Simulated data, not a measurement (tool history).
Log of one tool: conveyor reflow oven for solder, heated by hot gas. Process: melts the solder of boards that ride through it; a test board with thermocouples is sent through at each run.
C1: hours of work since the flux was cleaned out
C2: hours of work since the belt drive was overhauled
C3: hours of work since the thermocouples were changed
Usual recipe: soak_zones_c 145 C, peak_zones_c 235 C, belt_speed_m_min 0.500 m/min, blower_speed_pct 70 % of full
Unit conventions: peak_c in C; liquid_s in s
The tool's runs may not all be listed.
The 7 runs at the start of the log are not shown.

Run 8, hour 61.9: usual settings; C1 49; C2 136; C3 445. Result: peak_c 222.80 C, liquid_s 80.9 s.
Run 9, hour 69.1: usual settings; C1 52; C2 140; C3 448. Result: peak_c 222.77 C, liquid_s 80.5 s.
Run 10, hour 80.6: usual settings; C1 57; C2 145; C3 453. Result: peak_c 222.79 C, liquid_s 80.8 s.
Run 11, hour 88.7: usual settings but belt_speed_m_min 0.472 m/min; C1 60; C2 148; C3 457. Result: peak_c 224.28 C, liquid_s 87.2 s.
Run 12, hour 96.2: usual settings but belt_speed_m_min 0.472 m/min; C1 64; C2 151; C3 460. Result: peak_c 224.25 C, liquid_s 87.2 s.
Run 13, hour 104.2: usual settings but soak_zones_c 153 C; C1 67; C2 155; C3 463. Result: peak_c 223.93 C, liquid_s 85.2 s.
At hour 109.9: flux residue cleaned out of gas plates and filters.
Run 14, hour 120.7: usual settings but belt_speed_m_min 0.416 m/min; C1 5; C2 160; C3 468. Result: peak_c 226.87 C, liquid_s 101.9 s.
Run 15, hour 127.9: usual settings but belt_speed_m_min 0.568 m/min; C1 8; C2 163; C3 472. Result: peak_c 218.74 C, liquid_s 67.2 s.
Run 16, hour 138.8: usual settings but soak_zones_c 150 C, peak_zones_c 229 C, blower_speed_pct 81 % of full; C1 13; C2 168; C3 476. Result: peak_c 219.07 C, liquid_s 80.7 s.
Run 17, hour 149.3: usual settings but soak_zones_c 146 C; C1 17; C2 172; C3 481. Result: peak_c 222.53 C, liquid_s 80.9 s.
At hour 159.1: flux residue cleaned out of gas plates and filters, once more.
Run 18, hour 159.6: usual settings but soak_zones_c 146 C; C1 0; C2 175; C3 483. Result: peak_c 223.04 C, liquid_s 81.8 s.
Run 19, hour 169.6: usual settings but soak_zones_c 146 C; C1 5; C2 179; C3 488. Result: peak_c 223.06 C, liquid_s 81.5 s.
Run 20, hour 178.9: usual settings but soak_zones_c 146 C; C1 9; C2 183; C3 492. Result: peak_c 223.08 C, liquid_s 81.4 s.
Run 21, hour 183.8: usual settings but soak_zones_c 147 C, blower_speed_pct 77 % of full; C1 11; C2 185; C3 494. Result: peak_c 224.05 C, liquid_s 82.9 s.
Run 22, hour 194.8: usual settings but soak_zones_c 147 C, blower_speed_pct 77 % of full; C1 16; C2 190; C3 499. Result: peak_c 224.01 C, liquid_s 82.9 s.
Run 23, hour 202.9: usual settings but belt_speed_m_min 0.571 m/min, blower_speed_pct 82 % of full; C1 19; C2 194; C3 502. Result: peak_c 220.66 C, liquid_s 68.8 s.
Run 24, hour 214.7: usual settings but belt_speed_m_min 0.571 m/min, blower_speed_pct 82 % of full; C1 24; C2 199; C3 507. Result: peak_c 220.74 C, liquid_s 68.8 s.
Run 25, hour 225.9: usual settings but belt_speed_m_min 0.508 m/min; C1 29; C2 204; C3 512. Result: peak_c 222.46 C, liquid_s 79.2 s.
Run 26, hour 234.2: usual settings but peak_zones_c 242 C, belt_speed_m_min 0.582 m/min; C1 33; C2 207; C3 516. Result: peak_c 224.35 C, liquid_s 70.0 s.
Run 27, hour 243.9: usual settings but peak_zones_c 236 C, belt_speed_m_min 0.582 m/min, blower_speed_pct 88 % of full; C1 37; C2 211; C3 520. Result: peak_c 221.76 C, liquid_s 68.4 s.
Run 28, hour 251.3: usual settings but peak_zones_c 236 C, belt_speed_m_min 0.582 m/min, blower_speed_pct 88 % of full; C1 40; C2 215; C3 523. Result: peak_c 221.77 C, liquid_s 68.0 s.
Run 29, hour 257.5: usual settings but peak_zones_c 236 C, belt_speed_m_min 0.582 m/min, blower_speed_pct 88 % of full; C1 43; C2 217; C3 526. Result: peak_c 221.71 C, liquid_s 68.5 s.
Run 30, hour 269.0: usual settings but soak_zones_c 134 C, peak_zones_c 234 C; C1 48; C2 222; C3 531. Result: peak_c 220.33 C, liquid_s 74.1 s.

Alternative continuations, all from the tool just after run 30; predict every row:
Run A, hour 275.8: usual settings but soak_zones_c 131 C, belt_speed_m_min 0.510 m/min, blower_speed_pct 88 % of full; C1 51; C2 225; C3 534. Result: peak_c ?, liquid_s ?.
Run B, hour 275.8: usual settings but soak_zones_c 155 C, peak_zones_c 241 C, belt_speed_m_min 0.511 m/min; C1 51; C2 225; C3 534. Result: peak_c ?, liquid_s ?.
Run C, hour 275.8: usual settings but peak_zones_c 231 C, belt_speed_m_min 0.507 m/min; C1 51; C2 225; C3 534. Result: peak_c ?, liquid_s ?.

run  peak_c  liquid_s
  A  222.59      73.6
  B  229.09      88.3
  C  218.85      76.4
Take away the tool's hidden state, keep each run's random variation, and the runs would have read:
run  peak_c  liquid_s
  A  222.42      73.4
  B  228.82      87.8
  C  218.59      76.0

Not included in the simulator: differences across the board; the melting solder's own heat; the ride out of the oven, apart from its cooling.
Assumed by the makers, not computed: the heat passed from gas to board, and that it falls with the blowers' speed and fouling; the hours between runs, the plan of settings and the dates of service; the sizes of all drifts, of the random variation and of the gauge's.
